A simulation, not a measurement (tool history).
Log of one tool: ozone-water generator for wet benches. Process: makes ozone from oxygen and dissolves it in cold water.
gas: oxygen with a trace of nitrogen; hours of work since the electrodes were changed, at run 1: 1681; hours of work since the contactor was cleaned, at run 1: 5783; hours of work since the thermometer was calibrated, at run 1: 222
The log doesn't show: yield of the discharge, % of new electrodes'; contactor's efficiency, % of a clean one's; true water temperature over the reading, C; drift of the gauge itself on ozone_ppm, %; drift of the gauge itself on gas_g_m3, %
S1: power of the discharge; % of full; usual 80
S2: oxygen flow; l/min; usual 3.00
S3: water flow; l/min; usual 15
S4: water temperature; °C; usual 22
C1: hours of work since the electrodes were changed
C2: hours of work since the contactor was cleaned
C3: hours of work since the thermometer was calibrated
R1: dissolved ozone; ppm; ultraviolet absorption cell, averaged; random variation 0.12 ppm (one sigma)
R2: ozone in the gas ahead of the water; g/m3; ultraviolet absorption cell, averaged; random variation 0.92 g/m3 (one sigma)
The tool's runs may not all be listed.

{"run": 1, "hour": 0.0, "S1": 80, "S2": 3.0, "S3": 15, "S4": 22, "C1": 1681, "C2": 5783, "C3": 222, "R1": 12.3, "R2": 156.1}
{"run": 2, "hour": 39.8, "S1": 80, "S2": 4.76, "S3": 15, "S4": 22, "C1": 1714, "C2": 5815, "C3": 255, "R1": 11.6, "R2": 111.8}
{"run": 3, "hour": 79.8, "S1": 80, "S2": 4.76, "S3": 15, "S4": 22, "C1": 1746, "C2": 5847, "C3": 287, "R1": 11.5, "R2": 112.4}
{"run": 4, "hour": 106.4, "S1": 80, "S2": 4.76, "S3": 15, "S4": 22, "C1": 1767, "C2": 5869, "C3": 308, "R1": 11.4, "R2": 111.9}
{"run": 5, "hour": 140.8, "S1": 80, "S2": 4.76, "S3": 15, "S4": 22, "C1": 1795, "C2": 5897, "C3": 336, "R1": 11.4, "R2": 113.0}
{"run": 6, "hour": 167.5, "S1": 80, "S2": 4.14, "S3": 15, "S4": 22, "C1": 1817, "C2": 5918, "C3": 358, "R1": 11.7, "R2": 124.6}
{"run": 7, "hour": 190.3, "S1": 80, "S2": 4.14, "S3": 15, "S4": 22, "C1": 1835, "C2": 5937, "C3": 376, "R1": 11.7, "R2": 125.0}
{"run": 8, "hour": 242.0, "S1": 80, "S2": 3.0, "S3": 15, "S4": 22, "C1": 1877, "C2": 5978, "C3": 418, "R1": 12.4, "R2": 153.7}
{"run": 9, "hour": 288.8, "S1": 80, "S2": 3.0, "S3": 15, "S4": 22, "C1": 1915, "C2": 6016, "C3": 456, "R1": 12.6, "R2": 154.3}
{"run": 10, "hour": 343.1, "S1": 58, "S2": 3.0, "S3": 15, "S4": 22, "C1": 1959, "C2": 6060, "C3": 500, "R1": 10.3, "R2": 126.9}
{"run": 11, "hour": 395.3, "S1": 80, "S2": 5.0, "S3": 15, "S4": 22, "C1": 2001, "C2": 6102, "C3": 542, "R1": 11.3, "R2": 108.9}
{"run": 12, "hour": 434.5, "S1": 80, "S2": 3.0, "S3": 20, "S4": 22, "C1": 2033, "C2": 6134, "C3": 574, "R1": 9.7, "R2": 154.6}
{"run": 13, "hour": 484.0, "S1": 47, "S2": 3.0, "S3": 15, "S4": 22, "C1": 2073, "C2": 6174, "C3": 614, "R1": 8.8, "R2": 110.1}
{"run": 14, "hour": 538.1, "S1": 47, "S2": 3.0, "S3": 15, "S4": 22, "C1": 2116, "C2": 6218, "C3": 657, "R1": 8.9, "R2": 109.7}
{"run": 15, "hour": 560.4, "S1": 80, "S2": 2.4, "S3": 15, "S4": 22, "C1": 2134, "C2": 6236, "C3": 675, "R1": 12.2, "R2": 178.2}
{"run": 16, "hour": 601.2, "S1": 80, "S2": 3.0, "S3": 15, "S4": 22, "C1": 2167, "C2": 6269, "C3": 708, "R1": 12.2, "R2": 154.8}
{"run": 17, "hour": 635.6, "S1": 81, "S2": 3.0, "S3": 15, "S4": 22, "C1": 2195, "C2": 6297, "C3": 736, "R1": 12.4, "R2": 157.2}
{"run": 18, "hour": 661.4, "S1": 74, "S2": 2.53, "S3": 15, "S4": 22, "C1": 2216, "C2": 6317, "C3": 757, "R1": 11.8, "R2": 164.7}
{"run": 19, "hour": 687.6, "S1": 80, "S2": 4.34, "S3": 15, "S4": 18, "C1": 2237, "C2": 6338, "C3": 778, "R1": 12.4, "R2": 120.1}
{"run": 20, "hour": 742.3, "S1": 80, "S2": 4.34, "S3": 15, "S4": 18, "C1": 2281, "C2": 6383, "C3": 822, "R1": 12.4, "R2": 121.0}
{"run": 21, "hour": 767.7, "S1": 61, "S2": 2.45, "S3": 11, "S4": 14, "C1": 2302, "C2": 6403, "C3": 843, "R1": 15.1, "R2": 151.0}
{"run": 22, "hour": 805.0, "S1": 61, "S2": 2.45, "S3": 11, "S4": 22, "C1": 2332, "C2": 6433, "C3": 873, "R1": 13.3, "R2": 149.4}
{"run": 23, "hour": 845.9, "S1": 47, "S2": 2.45, "S3": 11, "S4": 22, "C1": 2365, "C2": 6466, "C3": 906, "R1": 11.3, "R2": 126.3}
{"run": 24, "hour": 879.7, "S1": 68, "S2": 2.18, "S3": 10, "S4": 22, "C1": 2392, "C2": 6494, "C3": 933, "R1": 15.9, "R2": 174.0}
{"run": 25, "hour": 908.7, "S1": 68, "S2": 2.18, "S3": 10, "S4": 22, "C1": 2416, "C2": 6517, "C3": 957, "R1": 15.8, "R2": 172.6}
{"run": 26, "hour": 949.8, "S1": 80, "S2": 2.23, "S3": 11, "S4": 16, "C1": 2449, "C2": 6550, "C3": 990, "R1": 17.4, "R2": 188.3}
{"run": 27, "hour": 994.2, "S1": 51, "S2": 3.78, "S3": 17, "S4": 15, "C1": 2485, "C2": 6586, "C3": 1026, "R1": 8.9, "R2": 99.9}
{"run": 28, "hour": 1035.8, "S1": 80, "S2": 3.77, "S3": 10, "S4": 15, "C1": 2519, "C2": 6620, "C3": 1060, "R1": 17.6, "R2": 132.1}
{"run": 29, "hour": 1077.7, "S1": 63, "S2": 3.77, "S3": 10, "S4": 25, "C1": 2552, "C2": 6654, "C3": 1093, "R1": 12.9, "R2": 114.0}
{"run": 30, "hour": 1105.2, "S1": 63, "S2": 2.23, "S3": 10, "S4": 25, "C1": 2575, "C2": 6676, "C3": 1116, "R1": 14.4, "R2": 162.0}
{"run": 31, "hour": 1152.5, "S1": 80, "S2": 3.0, "S3": 13, "S4": 14, "C1": 2613, "C2": 6714, "C3": 1154, "R1": 15.3, "R2": 154.7}
{"run": 32, "hour": 1180.8, "S1": 65, "S2": 4.33, "S3": 15, "S4": 22, "C1": 2636, "C2": 6737, "C3": 1177, "R1": 10.4, "R2": 104.2}
{"run": 33, "hour": 1229.3, "S1": 65, "S2": 4.33, "S3": 15, "S4": 22, "C1": 2675, "C2": 6776, "C3": 1216, "R1": 10.3, "R2": 105.0}

Forecast each of these 4 alternatives for the next run:
{"run": "A", "hour": 1278.7, "S1": 65, "S2": 2.02, "S3": 20, "S4": 17, "C1": 2715, "C2": 6816, "C3": 1256, "R1": "?", "R2": "?"}
{"run": "B", "hour": 1278.7, "S1": 80, "S2": 1.64, "S3": 13, "S4": 17, "C1": 2715, "C2": 6816, "C3": 1256, "R1": "?", "R2": "?"}
{"run": "C", "hour": 1278.7, "S1": 85, "S2": 2.3, "S3": 15, "S4": 21, "C1": 2715, "C2": 6816, "C3": 1256, "R1": "?", "R2": "?"}
{"run": "D", "hour": 1278.7, "S1": 61, "S2": 3.0, "S3": 10, "S4": 24, "C1": 2715, "C2": 6816, "C3": 1256, "R1": "?", "R2": "?"}

run=A R1=8.8 R2=177.8
run=B R1=15.0 R2=232.7
run=C R1=13.3 R2=191.2
run=D R1=13.6 R2=131.6
Without the tool's hidden state the same runs would have given:
run=A R1=8.8 R2=177.9
run=B R1=15.0 R2=232.9
run=C R1=13.3 R2=191.4
run=D R1=13.6 R2=131.7
